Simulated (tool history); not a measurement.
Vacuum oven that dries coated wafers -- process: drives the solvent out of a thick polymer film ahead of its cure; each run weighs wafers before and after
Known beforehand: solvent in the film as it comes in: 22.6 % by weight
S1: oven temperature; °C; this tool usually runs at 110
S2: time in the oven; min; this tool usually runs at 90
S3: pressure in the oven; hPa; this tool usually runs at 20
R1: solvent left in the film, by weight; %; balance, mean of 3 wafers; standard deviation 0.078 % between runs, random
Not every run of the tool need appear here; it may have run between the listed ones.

run   hour   S1   S2    S3     R1
  1      0  110   90    20   6.11
  2   19.7  110   90    20   6.29
  3   46.6  110   90    20   6.47
  4   76.1  110   61    20   8.39
  5  101.3  110   61    20   8.43
  6  115.9  111   90    20   6.09
  7  143.5  111   90    20   5.96
  8  170.4  111   90    20   6.09
     173.5  -- vacuum gauge cleaned of residue and calibrated
  9  187.1  119   90    20      4
 10  213.9  110   90  19.7   6.55
 11  230.9  110   90  19.7   6.49
 12  248.2  107  100  55.1  12.39
 13  263.6  103  143  39.3  10.24

Consider 4 possible next runs. They are alternatives, not a sequence: every one starts from the tool as it was left by run 13. What does each give?
  A  285.1  102  64  27.5   ?
  B  285.1  123  90  51.4   ?
  C  285.1  104  97    25   ?
  D  285.1   97  62  49.4   ?

run    R1
  A  12.1
  B  6.45
  C  8.82
  D  17.3
With no hidden state in the tool, these same runs would have given:
run     R1
  A  11.55
  B   6.04
  C    8.2
  D   16.7
